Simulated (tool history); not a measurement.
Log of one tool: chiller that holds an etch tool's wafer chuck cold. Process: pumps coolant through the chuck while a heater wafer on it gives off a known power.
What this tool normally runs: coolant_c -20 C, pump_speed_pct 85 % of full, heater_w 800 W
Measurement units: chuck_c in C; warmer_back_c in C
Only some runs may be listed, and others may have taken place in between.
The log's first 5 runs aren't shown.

run 6 day=4.538 | coolant_c=-20 pump_speed_pct=67 heater_w=800 | chuck_c=-8.4 warmer_back_c=2.35
run 7 day=5.317 | coolant_c=-20 pump_speed_pct=67 heater_w=800 | chuck_c=-8.4 warmer_back_c=2.34
run 8 day=6.462 | coolant_c=-20 pump_speed_pct=67 heater_w=800 | chuck_c=-8.2 warmer_back_c=2.33
run 9 day=7.429 | coolant_c=-20 pump_speed_pct=67 heater_w=800 | chuck_c=-8.4 warmer_back_c=2.3
run 10 day=8.042 | coolant_c=-20 pump_speed_pct=67 heater_w=800 | chuck_c=-8.3 warmer_back_c=2.32
run 11 day=9.121 | coolant_c=-20 pump_speed_pct=67 heater_w=800 | chuck_c=-8.3 warmer_back_c=2.42
run 12 day=9.858 | coolant_c=-20 pump_speed_pct=85 heater_w=800 | chuck_c=-9.8 warmer_back_c=1.87
run 13 day=10.833 | coolant_c=-20 pump_speed_pct=85 heater_w=800 | chuck_c=-9.6 warmer_back_c=1.87
run 14 day=11.392 | coolant_c=-20 pump_speed_pct=85 heater_w=800 | chuck_c=-9.9 warmer_back_c=1.9
run 15 day=12.158 | coolant_c=-20 pump_speed_pct=85 heater_w=800 | chuck_c=-9.7 warmer_back_c=1.86
run 16 day=12.842 | coolant_c=-20 pump_speed_pct=85 heater_w=800 | chuck_c=-9.7 warmer_back_c=1.89
run 17 day=13.546 | coolant_c=-13 pump_speed_pct=85 heater_w=655 | chuck_c=-4.8 warmer_back_c=1.53
run 18 day=14.538 | coolant_c=-13 pump_speed_pct=85 heater_w=655 | chuck_c=-4.6 warmer_back_c=1.56
-- day=14.833 coolant pump overhauled
run 19 day=15.654 | coolant_c=-16 pump_speed_pct=64 heater_w=427 | chuck_c=-9.5 warmer_back_c=1.31
run 20 day=16.875 | coolant_c=-19 pump_speed_pct=81 heater_w=645 | chuck_c=-10.6 warmer_back_c=1.61
run 21 day=17.638 | coolant_c=-27 pump_speed_pct=61 heater_w=683 | chuck_c=-16.2 warmer_back_c=2.26
run 22 day=18.679 | coolant_c=-20 pump_speed_pct=80 heater_w=407 | chuck_c=-14.4 warmer_back_c=1.01
run 23 day=19.433 | coolant_c=-20 pump_speed_pct=69 heater_w=407 | chuck_c=-14 warmer_back_c=1.2
run 24 day=20.054 | coolant_c=-10 pump_speed_pct=69 heater_w=405 | chuck_c=-3.9 warmer_back_c=1.21
-- day=20.812 coolant pump overhauled, once more
run 25 day=21.079 | coolant_c=-14 pump_speed_pct=73 heater_w=975 | chuck_c=-0.4 warmer_back_c=2.54
run 26 day=22.2 | coolant_c=-14 pump_speed_pct=73 heater_w=975 | chuck_c=-0.3 warmer_back_c=2.56
run 27 day=23.333 | coolant_c=-20 pump_speed_pct=91 heater_w=800 | chuck_c=-10.3 warmer_back_c=1.72

Run 28, settings as shown, results not yet in. Your forecast:
run 28 day=24.142 | coolant_c=-20 pump_speed_pct=91 heater_w=800 | chuck_c=? warmer_back_c=?

Run 28 gave chuck_c -10.3 C, warmer_back_c 1.71 C.
Without the tool's hidden state the same run would have given chuck_c -11.2 C, warmer_back_c 1.72 C.
